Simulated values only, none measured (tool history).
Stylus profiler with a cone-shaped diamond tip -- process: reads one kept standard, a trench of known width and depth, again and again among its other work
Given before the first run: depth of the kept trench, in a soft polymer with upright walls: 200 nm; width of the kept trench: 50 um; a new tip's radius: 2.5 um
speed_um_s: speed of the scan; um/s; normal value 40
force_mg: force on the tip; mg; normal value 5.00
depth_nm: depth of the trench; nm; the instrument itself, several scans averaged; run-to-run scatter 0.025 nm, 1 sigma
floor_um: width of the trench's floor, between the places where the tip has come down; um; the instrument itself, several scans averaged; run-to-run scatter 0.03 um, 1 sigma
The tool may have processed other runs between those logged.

{"run": 1, "hour": 0.0, "speed_um_s": 40, "force_mg": 5.0, "depth_nm": 202.28, "floor_um": 46.68}
{"run": 2, "hour": 66.9, "speed_um_s": 40, "force_mg": 5.0, "depth_nm": 202.22, "floor_um": 46.65}
{"run": 3, "hour": 172.4, "speed_um_s": 40, "force_mg": 5.0, "depth_nm": 202.28, "floor_um": 46.64}
{"run": 4, "hour": 239.1, "speed_um_s": 40, "force_mg": 5.0, "depth_nm": 202.2, "floor_um": 46.55}
{"run": 5, "hour": 359.9, "speed_um_s": 40, "force_mg": 5.0, "depth_nm": 202.2, "floor_um": 46.5}
{"run": 6, "hour": 426.4, "speed_um_s": 40, "force_mg": 5.0, "depth_nm": 202.17, "floor_um": 46.51}
{"hour": 499.2, "done": "new tip fitted, height scale calibrated"}
{"run": 7, "hour": 503.4, "speed_um_s": 31, "force_mg": 5.0, "depth_nm": 202.3, "floor_um": 47.93}
{"run": 8, "hour": 620.8, "speed_um_s": 40, "force_mg": 5.0, "depth_nm": 202.25, "floor_um": 47.8}
{"run": 9, "hour": 736.6, "speed_um_s": 40, "force_mg": 5.0, "depth_nm": 202.24, "floor_um": 47.74}
{"run": 10, "hour": 798.1, "speed_um_s": 40, "force_mg": 5.93, "depth_nm": 202.58, "floor_um": 47.64}
{"run": 11, "hour": 848.6, "speed_um_s": 40, "force_mg": 5.93, "depth_nm": 202.57, "floor_um": 47.69}
{"run": 12, "hour": 911.3, "speed_um_s": 40, "force_mg": 7.57, "depth_nm": 203.01, "floor_um": 47.64}
{"run": 13, "hour": 998.5, "speed_um_s": 40, "force_mg": 7.57, "depth_nm": 203.01, "floor_um": 47.6}
{"run": 14, "hour": 1096.9, "speed_um_s": 40, "force_mg": 7.57, "depth_nm": 202.99, "floor_um": 47.46}
{"run": 15, "hour": 1182.0, "speed_um_s": 40, "force_mg": 7.57, "depth_nm": 203.01, "floor_um": 47.46}
{"run": 16, "hour": 1255.6, "speed_um_s": 40, "force_mg": 7.57, "depth_nm": 202.95, "floor_um": 47.4}
{"run": 17, "hour": 1314.5, "speed_um_s": 40, "force_mg": 7.57, "depth_nm": 202.99, "floor_um": 47.4}
{"run": 18, "hour": 1394.8, "speed_um_s": 40, "force_mg": 7.57, "depth_nm": 202.96, "floor_um": 47.29}
{"run": 19, "hour": 1490.3, "speed_um_s": 40, "force_mg": 7.57, "depth_nm": 202.94, "floor_um": 47.24}
{"run": 20, "hour": 1581.2, "speed_um_s": 40, "force_mg": 5.0, "depth_nm": 202.12, "floor_um": 47.17}
{"run": 21, "hour": 1682.4, "speed_um_s": 40, "force_mg": 5.0, "depth_nm": 202.09, "floor_um": 47.11}
{"run": 22, "hour": 1792.8, "speed_um_s": 40, "force_mg": 5.0, "depth_nm": 202.03, "floor_um": 47.06}
{"run": 23, "hour": 1898.3, "speed_um_s": 40, "force_mg": 5.0, "depth_nm": 202.06, "floor_um": 46.96}
{"run": 24, "hour": 1980.5, "speed_um_s": 40, "force_mg": 5.0, "depth_nm": 202.05, "floor_um": 46.89}
{"run": 25, "hour": 2097.8, "speed_um_s": 40, "force_mg": 5.0, "depth_nm": 202.0, "floor_um": 46.88}
{"run": 26, "hour": 2194.6, "speed_um_s": 13, "force_mg": 14.62, "depth_nm": 204.62, "floor_um": 46.91}
{"hour": 2201.7, "done": "height scale calibrated on a step standard"}
{"run": 27, "hour": 2297.5, "speed_um_s": 31, "force_mg": 6.71, "depth_nm": 202.36, "floor_um": 46.81}
{"run": 28, "hour": 2389.7, "speed_um_s": 40, "force_mg": 14.37, "depth_nm": 204.35, "floor_um": 46.69}
{"run": 29, "hour": 2453.1, "speed_um_s": 98, "force_mg": 6.79, "depth_nm": 202.33, "floor_um": 46.6}
{"hour": 2464.1, "done": "height scale calibrated on a step standard, once more"}
{"run": 30, "hour": 2566.1, "speed_um_s": 98, "force_mg": 6.79, "depth_nm": 203.17, "floor_um": 46.52}
{"run": 31, "hour": 2666.7, "speed_um_s": 125, "force_mg": 4.65, "depth_nm": 202.52, "floor_um": 46.35}
{"run": 32, "hour": 2717.5, "speed_um_s": 69, "force_mg": 5.0, "depth_nm": 202.58, "floor_um": 46.48}
{"run": 33, "hour": 2784.2, "speed_um_s": 48, "force_mg": 2.5, "depth_nm": 201.66, "floor_um": 46.43}
{"run": 34, "hour": 2844.6, "speed_um_s": 48, "force_mg": 2.5, "depth_nm": 201.68, "floor_um": 46.43}
{"run": 35, "hour": 2901.9, "speed_um_s": 11, "force_mg": 2.08, "depth_nm": 201.44, "floor_um": 46.51}
{"hour": 3023.1, "done": "new tip fitted, height scale calibrated"}
{"run": 36, "hour": 3023.1, "speed_um_s": 37, "force_mg": 9.71, "depth_nm": 203.86, "floor_um": 47.92}
{"run": 37, "hour": 3140.3, "speed_um_s": 104, "force_mg": 12.03, "depth_nm": 204.42, "floor_um": 47.74}
{"run": 38, "hour": 3192.1, "speed_um_s": 98, "force_mg": 3.66, "depth_nm": 202.04, "floor_um": 47.54}
{"run": 39, "hour": 3245.5, "speed_um_s": 58, "force_mg": 9.16, "depth_nm": 203.74, "floor_um": 47.66}
{"run": 40, "hour": 3358.2, "speed_um_s": 58, "force_mg": 9.16, "depth_nm": 203.72, "floor_um": 47.6}
{"run": 41, "hour": 3449.3, "speed_um_s": 57, "force_mg": 5.0, "depth_nm": 202.44, "floor_um": 47.57}
{"run": 42, "hour": 3557.2, "speed_um_s": 40, "force_mg": 7.05, "depth_nm": 203.07, "floor_um": 47.55}
{"run": 43, "hour": 3648.4, "speed_um_s": 90, "force_mg": 5.0, "depth_nm": 202.4, "floor_um": 47.35}
{"run": 44, "hour": 3716.8, "speed_um_s": 26, "force_mg": 6.2, "depth_nm": 202.8, "floor_um": 47.5}
{"run": 45, "hour": 3770.7, "speed_um_s": 123, "force_mg": 1.88, "depth_nm": 201.18, "floor_um": 46.95}
{"run": 46, "hour": 3859.3, "speed_um_s": 73, "force_mg": 6.5, "depth_nm": 202.84, "floor_um": 47.24}

What if the next run were any one of these 4? Each begins from the tool's condition after run 46:
{"run": "A", "hour": 3971.1, "speed_um_s": 29, "force_mg": 3.91, "depth_nm": "?", "floor_um": "?"}
{"run": "B", "hour": 3971.1, "speed_um_s": 16, "force_mg": 5.0, "depth_nm": "?", "floor_um": "?"}
{"run": "C", "hour": 3971.1, "speed_um_s": 85, "force_mg": 5.0, "depth_nm": "?", "floor_um": "?"}
{"run": "D", "hour": 3971.1, "speed_um_s": 22, "force_mg": 5.0, "depth_nm": "?", "floor_um": "?"}

run=A depth_nm=201.98 floor_um=47.24
run=B depth_nm=202.39 floor_um=47.29
run=C depth_nm=202.36 floor_um=47.13
run=D depth_nm=202.35 floor_um=47.30
The same runs, with their run-to-run variation unchanged, on a tool lacking any hidden condition would have given:
run=A depth_nm=202.11 floor_um=47.93
run=B depth_nm=202.52 floor_um=47.98
run=C depth_nm=202.49 floor_um=47.82
run=D depth_nm=202.49 floor_um=47.98
